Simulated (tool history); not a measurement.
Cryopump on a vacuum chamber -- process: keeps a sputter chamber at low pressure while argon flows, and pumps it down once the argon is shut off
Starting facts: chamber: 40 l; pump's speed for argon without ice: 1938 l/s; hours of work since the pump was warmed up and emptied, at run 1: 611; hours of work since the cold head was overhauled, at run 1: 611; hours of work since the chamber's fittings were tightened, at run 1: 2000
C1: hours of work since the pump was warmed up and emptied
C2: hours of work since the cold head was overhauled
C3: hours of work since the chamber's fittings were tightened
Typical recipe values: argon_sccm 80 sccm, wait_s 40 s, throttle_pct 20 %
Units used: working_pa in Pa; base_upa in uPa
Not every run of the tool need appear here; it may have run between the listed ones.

{"run": 1, "hour": 0.0, "argon_sccm": 80, "wait_s": 40, "throttle_pct": 20, "C1": 611, "C2": 611, "C3": 2000, "working_pa": 0.3597, "base_upa": 2.01}
{"run": 2, "hour": 29.7, "argon_sccm": 80, "wait_s": 40, "throttle_pct": 15, "C1": 627, "C2": 627, "C3": 2017, "working_pa": 0.4764, "base_upa": 2.12}
{"run": 3, "hour": 57.8, "argon_sccm": 80, "wait_s": 40, "throttle_pct": 15, "C1": 642, "C2": 642, "C3": 2032, "working_pa": 0.4739, "base_upa": 2.1}
{"run": 4, "hour": 70.1, "argon_sccm": 80, "wait_s": 40, "throttle_pct": 20, "C1": 649, "C2": 649, "C3": 2039, "working_pa": 0.3599, "base_upa": 2.06}
{"run": 5, "hour": 92.2, "argon_sccm": 80, "wait_s": 40, "throttle_pct": 20, "C1": 661, "C2": 661, "C3": 2051, "working_pa": 0.359, "base_upa": 2.13}
{"hour": 102.6, "done": "pump warmed up, emptied and cooled again"}
{"run": 6, "hour": 121.4, "argon_sccm": 80, "wait_s": 40, "throttle_pct": 20, "C1": 10, "C2": 674, "C3": 2064, "working_pa": 0.3508, "base_upa": 1.96}
{"run": 7, "hour": 143.4, "argon_sccm": 80, "wait_s": 40, "throttle_pct": 20, "C1": 22, "C2": 686, "C3": 2076, "working_pa": 0.3498, "base_upa": 1.94}
{"run": 8, "hour": 170.5, "argon_sccm": 80, "wait_s": 250, "throttle_pct": 20, "C1": 37, "C2": 701, "C3": 2091, "working_pa": 0.3499, "base_upa": 1.42}
{"run": 9, "hour": 189.5, "argon_sccm": 80, "wait_s": 69, "throttle_pct": 20, "C1": 48, "C2": 712, "C3": 2101, "working_pa": 0.35, "base_upa": 1.75}
{"run": 10, "hour": 215.7, "argon_sccm": 80, "wait_s": 69, "throttle_pct": 20, "C1": 62, "C2": 726, "C3": 2116, "working_pa": 0.3498, "base_upa": 1.67}
{"run": 11, "hour": 241.1, "argon_sccm": 80, "wait_s": 69, "throttle_pct": 20, "C1": 76, "C2": 740, "C3": 2130, "working_pa": 0.3501, "base_upa": 1.72}
{"run": 12, "hour": 260.7, "argon_sccm": 44, "wait_s": 40, "throttle_pct": 20, "C1": 87, "C2": 751, "C3": 2140, "working_pa": 0.1921, "base_upa": 2.0}
{"run": 13, "hour": 276.4, "argon_sccm": 47, "wait_s": 40, "throttle_pct": 20, "C1": 95, "C2": 759, "C3": 2149, "working_pa": 0.2061, "base_upa": 2.08}
{"run": 14, "hour": 296.2, "argon_sccm": 47, "wait_s": 40, "throttle_pct": 20, "C1": 106, "C2": 770, "C3": 2160, "working_pa": 0.2057, "base_upa": 1.99}
{"run": 15, "hour": 326.4, "argon_sccm": 80, "wait_s": 40, "throttle_pct": 20, "C1": 123, "C2": 787, "C3": 2177, "working_pa": 0.3514, "base_upa": 2.07}
{"run": 16, "hour": 354.8, "argon_sccm": 80, "wait_s": 40, "throttle_pct": 20, "C1": 138, "C2": 802, "C3": 2192, "working_pa": 0.3537, "base_upa": 2.0}
{"run": 17, "hour": 375.1, "argon_sccm": 80, "wait_s": 40, "throttle_pct": 20, "C1": 150, "C2": 814, "C3": 2203, "working_pa": 0.351, "base_upa": 2.01}
{"run": 18, "hour": 404.3, "argon_sccm": 80, "wait_s": 40, "throttle_pct": 20, "C1": 166, "C2": 830, "C3": 2219, "working_pa": 0.352, "base_upa": 2.15}
{"run": 19, "hour": 423.1, "argon_sccm": 39, "wait_s": 26, "throttle_pct": 20, "C1": 176, "C2": 840, "C3": 2230, "working_pa": 0.1713, "base_upa": 2.43}
{"run": 20, "hour": 438.6, "argon_sccm": 80, "wait_s": 163, "throttle_pct": 29, "C1": 184, "C2": 848, "C3": 2238, "working_pa": 0.2442, "base_upa": 1.56}
{"run": 21, "hour": 465.7, "argon_sccm": 123, "wait_s": 90, "throttle_pct": 20, "C1": 199, "C2": 863, "C3": 2253, "working_pa": 0.5416, "base_upa": 1.74}
{"run": 22, "hour": 481.2, "argon_sccm": 123, "wait_s": 90, "throttle_pct": 20, "C1": 208, "C2": 872, "C3": 2261, "working_pa": 0.5438, "base_upa": 1.74}
{"run": 23, "hour": 496.1, "argon_sccm": 107, "wait_s": 174, "throttle_pct": 50, "C1": 216, "C2": 880, "C3": 2270, "working_pa": 0.1922, "base_upa": 1.64}
{"run": 24, "hour": 509.0, "argon_sccm": 60, "wait_s": 72, "throttle_pct": 48, "C1": 223, "C2": 887, "C3": 2277, "working_pa": 0.1114, "base_upa": 1.87}
{"run": 25, "hour": 538.0, "argon_sccm": 80, "wait_s": 40, "throttle_pct": 57, "C1": 239, "C2": 903, "C3": 2293, "working_pa": 0.1271, "base_upa": 2.13}
{"run": 26, "hour": 565.7, "argon_sccm": 80, "wait_s": 21, "throttle_pct": 20, "C1": 254, "C2": 918, "C3": 2308, "working_pa": 0.3538, "base_upa": 2.81}
{"run": 27, "hour": 585.9, "argon_sccm": 126, "wait_s": 85, "throttle_pct": 43, "C1": 265, "C2": 929, "C3": 2319, "working_pa": 0.2616, "base_upa": 1.73}
{"run": 28, "hour": 608.6, "argon_sccm": 55, "wait_s": 85, "throttle_pct": 59, "C1": 278, "C2": 942, "C3": 2331, "working_pa": 0.0849, "base_upa": 1.74}
{"run": 29, "hour": 629.9, "argon_sccm": 32, "wait_s": 153, "throttle_pct": 59, "C1": 289, "C2": 953, "C3": 2343, "working_pa": 0.0495, "base_upa": 1.67}
{"run": 30, "hour": 655.1, "argon_sccm": 32, "wait_s": 153, "throttle_pct": 59, "C1": 303, "C2": 967, "C3": 2357, "working_pa": 0.049, "base_upa": 1.78}
{"run": 31, "hour": 683.3, "argon_sccm": 48, "wait_s": 192, "throttle_pct": 35, "C1": 319, "C2": 983, "C3": 2372, "working_pa": 0.1235, "base_upa": 1.65}

What differs in the tool's unlogged condition from the final listed run ahead of each entry between runs to the first listed run following it?
In the gap between runs 5 and 6: pump warmed up, emptied and cooled again (hour 102.6)
  pump's speed, % of a pump's without ice: 86.1 -> 99.2; leak into the chamber, uPa l/s: 2418 -> 2431
  measured minus no-state result, working_pa: +0.0115 -> +0.0008 Pa; base_upa: +1.30 -> +1.11 uPa

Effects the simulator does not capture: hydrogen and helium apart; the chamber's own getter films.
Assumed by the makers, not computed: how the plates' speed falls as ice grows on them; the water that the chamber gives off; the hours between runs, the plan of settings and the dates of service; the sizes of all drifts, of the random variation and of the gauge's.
